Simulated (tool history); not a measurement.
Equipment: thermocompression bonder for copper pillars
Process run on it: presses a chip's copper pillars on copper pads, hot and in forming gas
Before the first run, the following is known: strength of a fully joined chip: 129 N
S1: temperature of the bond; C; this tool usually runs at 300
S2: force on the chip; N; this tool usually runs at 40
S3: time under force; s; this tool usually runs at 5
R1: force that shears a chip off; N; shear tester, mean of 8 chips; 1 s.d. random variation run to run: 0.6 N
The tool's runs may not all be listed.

Run 1, day 0.000: usual settings. Result: R1 59.5 N.
Run 2, day 0.608: usual settings. Result: R1 57.7 N.
Run 3, day 1.342: usual settings. Result: R1 59.1 N.
Run 4, day 1.667: usual settings. Result: R1 58.4 N.
Run 5, day 2.408: usual settings. Result: R1 58.6 N.
Run 6, day 2.738: usual settings but S1 293 C. Result: R1 54.2 N.
Run 7, day 3.433: usual settings. Result: R1 59.3 N.
Run 8, day 3.854: usual settings but S1 317 C. Result: R1 71.7 N.
Run 9, day 4.154: usual settings. Result: R1 57.9 N.
Run 10, day 4.883: usual settings. Result: R1 60.1 N.
Run 11, day 5.458: usual settings but S1 307 C. Result: R1 64.3 N.
Run 12, day 5.962: usual settings but S1 293 C. Result: R1 52.8 N.
Run 13, day 6.483: usual settings. Result: R1 59.2 N.
Run 14, day 7.038: usual settings. Result: R1 58.1 N.
Run 15, day 7.538: usual settings. Result: R1 59.2 N.
Run 16, day 8.050: usual settings. Result: R1 59.0 N.
Run 17, day 8.433: usual settings. Result: R1 59.2 N.
Run 18, day 8.838: usual settings. Result: R1 58.3 N.
Run 19, day 9.529: usual settings. Result: R1 57.7 N.
Run 20, day 10.196: usual settings. Result: R1 57.5 N.
Run 21, day 10.708: usual settings but S1 313 C. Result: R1 68.8 N.
At day 10.775: forming gas filter changed.
Run 22, day 11.200: usual settings but S1 296 C, S2 30 N, S3 11 s. Result: R1 58.9 N.
Run 23, day 11.525: usual settings but S1 323 C, S2 30 N, S3 11 s. Result: R1 78.0 N.
Run 24, day 11.925: usual settings but S1 323 C, S2 30 N, S3 9 s. Result: R1 73.0 N.
Run 25, day 12.588: usual settings but S1 301 C, S3 6 s. Result: R1 64.2 N.
Run 26, day 12.929: usual settings but S1 301 C, S3 6 s. Result: R1 63.2 N.
Run 27, day 13.550: usual settings but S1 301 C, S2 49 N. Result: R1 70.0 N.
Run 28, day 13.967: usual settings but S1 325 C, S2 26 N, S3 7 s. Result: R1 62.4 N.
Run 29, day 14.633: usual settings but S1 325 C, S2 47 N, S3 8 s. Result: R1 96.2 N.
Run 30, day 15.088: usual settings but S1 274 C, S2 51 N, S3 4 s. Result: R1 46.5 N.
Run 31, day 15.412: usual settings but S1 272 C, S3 6 s. Result: R1 43.0 N.
Run 32, day 15.938: usual settings but S1 272 C, S3 6 s. Result: R1 42.3 N.
Run 33, day 16.333: usual settings but S1 270 C, S3 12 s. Result: R1 55.1 N.
Run 34, day 16.717: usual settings but S1 270 C, S3 12 s. Result: R1 53.5 N.
Run 35, day 17.129: usual settings but S1 309 C, S2 29 N, S3 6 s. Result: R1 54.0 N.
Run 36, day 17.450: usual settings but S1 316 C, S2 28 N. Result: R1 52.8 N.
Run 37, day 17.996: usual settings but S1 316 C, S2 28 N. Result: R1 52.3 N.
Run 38, day 18.496: usual settings but S2 49 N. Result: R1 69.2 N.
Run 39, day 19.029: usual settings but S2 49 N, S3 10 s. Result: R1 85.4 N.
Run 40, day 19.625: usual settings but S3 6 s. Result: R1 63.3 N.
Run 41, day 20.125: usual settings but S1 299 C, S2 32 N, S3 6 s. Result: R1 51.7 N.

Alternative continuations, all from the tool just after run 41; predict every row:
Run A, day 20.671: usual settings but S1 299 C, S2 32 N, S3 3 s. Result: R1 ?.
Run B, day 20.671: usual settings but S1 327 C, S2 58 N, S3 8 s. Result: R1 ?.
Run C, day 20.671: usual settings but S1 299 C, S2 25 N, S3 6 s. Result: R1 ?.

run     R1
  A   39.0
  B  107.4
  C   41.0
Had the tool no hidden state, the same runs would have come out as:
run     R1
  A   38.9
  B  107.3
  C   40.9

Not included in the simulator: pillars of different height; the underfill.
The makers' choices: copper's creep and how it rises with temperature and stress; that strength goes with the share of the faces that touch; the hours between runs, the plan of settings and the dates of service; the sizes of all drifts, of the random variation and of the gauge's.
